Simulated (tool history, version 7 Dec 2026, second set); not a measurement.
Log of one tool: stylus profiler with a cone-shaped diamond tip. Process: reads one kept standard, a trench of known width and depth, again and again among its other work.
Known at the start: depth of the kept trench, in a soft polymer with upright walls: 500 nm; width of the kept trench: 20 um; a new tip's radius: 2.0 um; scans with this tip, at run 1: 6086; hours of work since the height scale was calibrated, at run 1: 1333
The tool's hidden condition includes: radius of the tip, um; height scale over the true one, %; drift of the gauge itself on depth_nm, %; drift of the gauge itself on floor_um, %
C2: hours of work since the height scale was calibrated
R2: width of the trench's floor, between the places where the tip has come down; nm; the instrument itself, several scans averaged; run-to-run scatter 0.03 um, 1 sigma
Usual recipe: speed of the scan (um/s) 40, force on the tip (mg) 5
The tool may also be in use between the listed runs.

{"run": 1, "hour": 0.0, "speed of the scan (um/s)": 40, "force on the tip (mg)": 5, "scans with this tip": 6086, "C2": 1333, "depth of the trench (nm)": 507.82, "R2": 16910}
{"run": 2, "hour": 30.6, "speed of the scan (um/s)": 40, "force on the tip (mg)": 5, "scans with this tip": 6167, "C2": 1351, "depth of the trench (nm)": 508, "R2": 16980}
{"run": 3, "hour": 63.7, "speed of the scan (um/s)": 40, "force on the tip (mg)": 5, "scans with this tip": 6254, "C2": 1370, "depth of the trench (nm)": 507.69, "R2": 16960}
{"run": 4, "hour": 114.8, "speed of the scan (um/s)": 40, "force on the tip (mg)": 5, "scans with this tip": 6388, "C2": 1400, "depth of the trench (nm)": 508.16, "R2": 16880}
{"run": 5, "hour": 176.6, "speed of the scan (um/s)": 40, "force on the tip (mg)": 6.47, "scans with this tip": 6551, "C2": 1435, "depth of the trench (nm)": 509.3, "R2": 16860}
{"run": 6, "hour": 244.0, "speed of the scan (um/s)": 40, "force on the tip (mg)": 6.47, "scans with this tip": 6729, "C2": 1474, "depth of the trench (nm)": 509.25, "R2": 16970}
{"run": 7, "hour": 292.2, "speed of the scan (um/s)": 40, "force on the tip (mg)": 6.47, "scans with this tip": 6856, "C2": 1502, "depth of the trench (nm)": 509.24, "R2": 16850}
{"run": 8, "hour": 336.5, "speed of the scan (um/s)": 40, "force on the tip (mg)": 9.03, "scans with this tip": 6972, "C2": 1528, "depth of the trench (nm)": 510.7, "R2": 16970}
{"run": 9, "hour": 399.0, "speed of the scan (um/s)": 40, "force on the tip (mg)": 9.03, "scans with this tip": 7137, "C2": 1564, "depth of the trench (nm)": 510.83, "R2": 16950}
{"run": 10, "hour": 446.8, "speed of the scan (um/s)": 40, "force on the tip (mg)": 9.03, "scans with this tip": 7263, "C2": 1591, "depth of the trench (nm)": 510.82, "R2": 16890}
{"run": 11, "hour": 502.1, "speed of the scan (um/s)": 40, "force on the tip (mg)": 9.03, "scans with this tip": 7409, "C2": 1623, "depth of the trench (nm)": 510.74, "R2": 16880}
{"run": 12, "hour": 539.9, "speed of the scan (um/s)": 40, "force on the tip (mg)": 5, "scans with this tip": 7508, "C2": 1645, "depth of the trench (nm)": 508.46, "R2": 16770}
{"hour": 557.2, "done": "height scale calibrated on a step standard"}
{"run": 13, "hour": 576.3, "speed of the scan (um/s)": 40, "force on the tip (mg)": 5, "scans with this tip": 7603, "C2": 11, "depth of the trench (nm)": 504.25, "R2": 16830}
{"run": 14, "hour": 630.6, "speed of the scan (um/s)": 79, "force on the tip (mg)": 5, "scans with this tip": 7745, "C2": 42, "depth of the trench (nm)": 504.56, "R2": 16680}
{"run": 15, "hour": 682.3, "speed of the scan (um/s)": 79, "force on the tip (mg)": 5, "scans with this tip": 7882, "C2": 72, "depth of the trench (nm)": 504.19, "R2": 16690}
{"run": 16, "hour": 744.8, "speed of the scan (um/s)": 79, "force on the tip (mg)": 5, "scans with this tip": 8046, "C2": 108, "depth of the trench (nm)": 504.58, "R2": 16650}
{"run": 17, "hour": 793.5, "speed of the scan (um/s)": 79, "force on the tip (mg)": 5, "scans with this tip": 8175, "C2": 136, "depth of the trench (nm)": 504.67, "R2": 16690}
{"run": 18, "hour": 829.9, "speed of the scan (um/s)": 79, "force on the tip (mg)": 5, "scans with this tip": 8270, "C2": 157, "depth of the trench (nm)": 504.68, "R2": 16600}
{"run": 19, "hour": 866.1, "speed of the scan (um/s)": 14, "force on the tip (mg)": 5, "scans with this tip": 8366, "C2": 178, "depth of the trench (nm)": 504.85, "R2": 16850}
{"run": 20, "hour": 923.5, "speed of the scan (um/s)": 14, "force on the tip (mg)": 5, "scans with this tip": 8517, "C2": 211, "depth of the trench (nm)": 504.64, "R2": 16880}
{"run": 21, "hour": 953.9, "speed of the scan (um/s)": 124, "force on the tip (mg)": 5, "scans with this tip": 8597, "C2": 229, "depth of the trench (nm)": 504.92, "R2": 16470}
{"run": 22, "hour": 1003.2, "speed of the scan (um/s)": 124, "force on the tip (mg)": 5, "scans with this tip": 8727, "C2": 257, "depth of the trench (nm)": 505.04, "R2": 16410}
{"run": 23, "hour": 1066.7, "speed of the scan (um/s)": 37, "force on the tip (mg)": 5, "scans with this tip": 8894, "C2": 294, "depth of the trench (nm)": 504.89, "R2": 16830}
{"run": 24, "hour": 1129.8, "speed of the scan (um/s)": 69, "force on the tip (mg)": 3.32, "scans with this tip": 9060, "C2": 330, "depth of the trench (nm)": 503.94, "R2": 16580}
{"run": 25, "hour": 1183.5, "speed of the scan (um/s)": 17, "force on the tip (mg)": 1.99, "scans with this tip": 9202, "C2": 361, "depth of the trench (nm)": 503.11, "R2": 16880}
{"run": 26, "hour": 1211.5, "speed of the scan (um/s)": 44, "force on the tip (mg)": 6.34, "scans with this tip": 9276, "C2": 378, "depth of the trench (nm)": 506.06, "R2": 16810}
{"run": 27, "hour": 1241.1, "speed of the scan (um/s)": 11, "force on the tip (mg)": 6.34, "scans with this tip": 9353, "C2": 395, "depth of the trench (nm)": 506.15, "R2": 16850}
{"run": 28, "hour": 1286.8, "speed of the scan (um/s)": 46, "force on the tip (mg)": 7.78, "scans with this tip": 9474, "C2": 421, "depth of the trench (nm)": 506.82, "R2": 16720}
{"run": 29, "hour": 1333.3, "speed of the scan (um/s)": 76, "force on the tip (mg)": 11.04, "scans with this tip": 9596, "C2": 448, "depth of the trench (nm)": 508.46, "R2": 16730}
{"run": 30, "hour": 1398.8, "speed of the scan (um/s)": 76, "force on the tip (mg)": 11.04, "scans with this tip": 9769, "C2": 486, "depth of the trench (nm)": 508.58, "R2": 16670}
{"run": 31, "hour": 1456.9, "speed of the scan (um/s)": 76, "force on the tip (mg)": 11.04, "scans with this tip": 9922, "C2": 519, "depth of the trench (nm)": 509.15, "R2": 16680}
{"run": 32, "hour": 1495.8, "speed of the scan (um/s)": 76, "force on the tip (mg)": 11.04, "scans with this tip": 10024, "C2": 542, "depth of the trench (nm)": 508.81, "R2": 16670}
{"run": 33, "hour": 1533.1, "speed of the scan (um/s)": 156, "force on the tip (mg)": 5, "scans with this tip": 10122, "C2": 563, "depth of the trench (nm)": 505.91, "R2": 16270}
{"run": 34, "hour": 1594.7, "speed of the scan (um/s)": 74, "force on the tip (mg)": 4.1, "scans with this tip": 10285, "C2": 599, "depth of the trench (nm)": 505.45, "R2": 16570}
{"run": 35, "hour": 1631.2, "speed of the scan (um/s)": 74, "force on the tip (mg)": 2.37, "scans with this tip": 10381, "C2": 620, "depth of the trench (nm)": 503.93, "R2": 16400}
{"run": 36, "hour": 1684.3, "speed of the scan (um/s)": 13, "force on the tip (mg)": 2.6, "scans with this tip": 10521, "C2": 650, "depth of the trench (nm)": 504.28, "R2": 16750}
{"run": 37, "hour": 1720.6, "speed of the scan (um/s)": 54, "force on the tip (mg)": 1.97, "scans with this tip": 10616, "C2": 671, "depth of the trench (nm)": 503.98, "R2": 16530}
{"run": 38, "hour": 1771.7, "speed of the scan (um/s)": 72, "force on the tip (mg)": 4.49, "scans with this tip": 10751, "C2": 701, "depth of the trench (nm)": 506.09, "R2": 16560}
{"run": 39, "hour": 1819.0, "speed of the scan (um/s)": 34, "force on the tip (mg)": 1.94, "scans with this tip": 10875, "C2": 728, "depth of the trench (nm)": 504.09, "R2": 16600}
{"run": 40, "hour": 1876.1, "speed of the scan (um/s)": 20, "force on the tip (mg)": 1.97, "scans with this tip": 11026, "C2": 761, "depth of the trench (nm)": 504.27, "R2": 16750}
{"run": 41, "hour": 1916.6, "speed of the scan (um/s)": 20, "force on the tip (mg)": 6.87, "scans with this tip": 11132, "C2": 784, "depth of the trench (nm)": 507.54, "R2": 16830}
{"run": 42, "hour": 1944.9, "speed of the scan (um/s)": 29, "force on the tip (mg)": 3.19, "scans with this tip": 11207, "C2": 801, "depth of the trench (nm)": 505.13, "R2": 16760}
{"run": 43, "hour": 1980.1, "speed of the scan (um/s)": 56, "force on the tip (mg)": 2.87, "scans with this tip": 11300, "C2": 821, "depth of the trench (nm)": 504.84, "R2": 16540}
{"run": 44, "hour": 2035.2, "speed of the scan (um/s)": 19, "force on the tip (mg)": 2.87, "scans with this tip": 11445, "C2": 853, "depth of the trench (nm)": 504.89, "R2": 16730}
{"run": 45, "hour": 2095.8, "speed of the scan (um/s)": 40, "force on the tip (mg)": 1.83, "scans with this tip": 11605, "C2": 888, "depth of the trench (nm)": 504.41, "R2": 16530}
{"run": 46, "hour": 2126.6, "speed of the scan (um/s)": 120, "force on the tip (mg)": 12.2, "scans with this tip": 11686, "C2": 906, "depth of the trench (nm)": 510.3, "R2": 16470}

Hidden state or all else? Some run-to-run changes of depth of the trench (nm), split into what the settings, what came in and random variation would give without the hidden state, and what is left for the hidden state (with any gauge scatter that isn't in both results):
Run 4 -> 5: force on the tip (mg) 5 -> 6.47. depth of the trench (nm) +1.14: hidden state +0.1, all else +1.04.
Run 5 -> 6: no setting changed, nothing entered. depth of the trench (nm) -0.05: hidden state +0.09, all else -0.14.
Run 12 -> 13: height scale calibrated on a step standard. depth of the trench (nm) -4.21: hidden state -4.45, all else +0.24.
Run 40 -> 41: force on the tip (mg) 1.97 -> 6.87. depth of the trench (nm) +3.27: hidden state +0.08, all else +3.19.
Run 45 -> 46: speed of the scan (um/s) 40 -> 120, force on the tip (mg) 1.83 -> 12.2. depth of the trench (nm) +5.89: hidden state +0.07, all else +5.82.
